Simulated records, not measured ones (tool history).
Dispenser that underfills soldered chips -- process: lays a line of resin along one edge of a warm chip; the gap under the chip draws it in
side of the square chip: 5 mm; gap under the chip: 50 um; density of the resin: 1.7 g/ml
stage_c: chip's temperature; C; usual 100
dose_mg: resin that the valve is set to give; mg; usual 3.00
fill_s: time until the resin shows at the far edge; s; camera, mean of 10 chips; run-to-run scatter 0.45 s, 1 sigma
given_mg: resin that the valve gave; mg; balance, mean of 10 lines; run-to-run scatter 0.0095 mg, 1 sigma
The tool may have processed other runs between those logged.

run	hour	stage_c	dose_mg	fill_s	given_mg
1	0.0	100	3.00	35.3	2.997
# hour 5.9: new syringe of resin
2	8.8	100	3.00	34.5	2.991
# hour 15.4: new syringe of resin
3	20.1	89	3.00	57.7	2.976
# hour 25.2: new syringe of resin
4	27.4	100	3.00	34.1	2.967
# hour 34.7: new syringe of resin
5	36.9	100	3.00	34.1	2.967
# hour 43.8: new syringe of resin
6	48.6	100	2.52	39.6	2.464
# hour 52.6: new syringe of resin
7	54.3	100	3.41	33.7	3.354
8	60.2	105	3.41	32.5	3.355
# hour 61.6: new syringe of resin
# hour 70.9: new syringe of resin
9	71.8	100	3.00	33.4	2.954
10	78.5	100	3.00	40.3	2.938
# hour 79.9: new syringe of resin
11	85.0	85	3.00	67.8	2.919
# hour 88.6: new syringe of resin
# hour 97.4: new syringe of resin
12	98.5	90	3.00	49.2	2.930
# hour 106.4: new syringe of resin
13	110.6	90	3.00	54.7	2.919
# hour 115.7: new syringe of resin
14	118.0	100	2.68	36.7	2.595
# hour 125.3: new syringe of resin
15	125.5	100	2.68	33.9	2.616
# hour 130.7: dispensing valve cleaned and set on the balance
# hour 135.2: new syringe of resin
16	135.2	100	2.68	33.1	2.693
17	141.3	108	3.00	28.4	2.994
# hour 144.1: new syringe of resin
18	147.2	108	3.00	26.4	2.981
# hour 152.9: new syringe of resin
19	158.3	107	3.45	28.4	3.416
# hour 161.7: new syringe of resin
20	169.2	107	3.45	30.4	3.442
# hour 170.7: new syringe of resin
21	175.2	110	2.78	24.6	2.757
# hour 179.8: new syringe of resin
22	183.0	110	2.78	25.2	2.755
# hour 188.9: new syringe of resin
23	190.1	110	2.78	23.3	2.734
# hour 197.8: new syringe of resin
24	201.8	92	3.46	48.6	3.414
# hour 206.6: new syringe of resin
25	210.2	92	3.46	46.7	3.406
# hour 216.3: new syringe of resin
26	222.0	87	2.62	64.6	2.557
# hour 225.3: new syringe of resin
27	233.4	87	2.62	71.0	2.576
# hour 234.4: new syringe of resin
28	241.5	111	3.77	25.9	3.689
# hour 243.6: new syringe of resin
29	247.8	111	3.77	23.5	3.683
# hour 252.5: new syringe of resin
30	260.6	101	2.83	39.1	2.754
# hour 262.1: new syringe of resin
31	266.8	101	2.83	34.9	2.750
# hour 269.6: dispensing valve cleaned and set on the balance
# hour 272.7: new syringe of resin
32	274.4	107	2.91	25.7	2.914
# hour 282.3: new syringe of resin
33	287.9	107	2.91	28.7	2.902
# hour 291.1: new syringe of resin
34	297.9	109	2.78	28.2	2.747

3 options for the next run, each taken on its own from the tool as it stands now. Forecast them:
# hour 300.7: new syringe of resin
# hour 310.0: new syringe of resin
A	311.7	100	3.21	?	?
# hour 300.7: new syringe of resin
# hour 310.0: new syringe of resin
B	311.7	102	3.75	?	?
# hour 300.7: new syringe of resin
# hour 310.0: new syringe of resin
C	311.7	109	2.61	?	?

run	fill_s	given_mg
A	33.1	3.178
B	30.6	3.710
C	25.0	2.590
Without the tool's hidden state the same runs would have given:
run	fill_s	given_mg
A	33.6	3.203
B	31.0	3.739
C	25.3	2.611

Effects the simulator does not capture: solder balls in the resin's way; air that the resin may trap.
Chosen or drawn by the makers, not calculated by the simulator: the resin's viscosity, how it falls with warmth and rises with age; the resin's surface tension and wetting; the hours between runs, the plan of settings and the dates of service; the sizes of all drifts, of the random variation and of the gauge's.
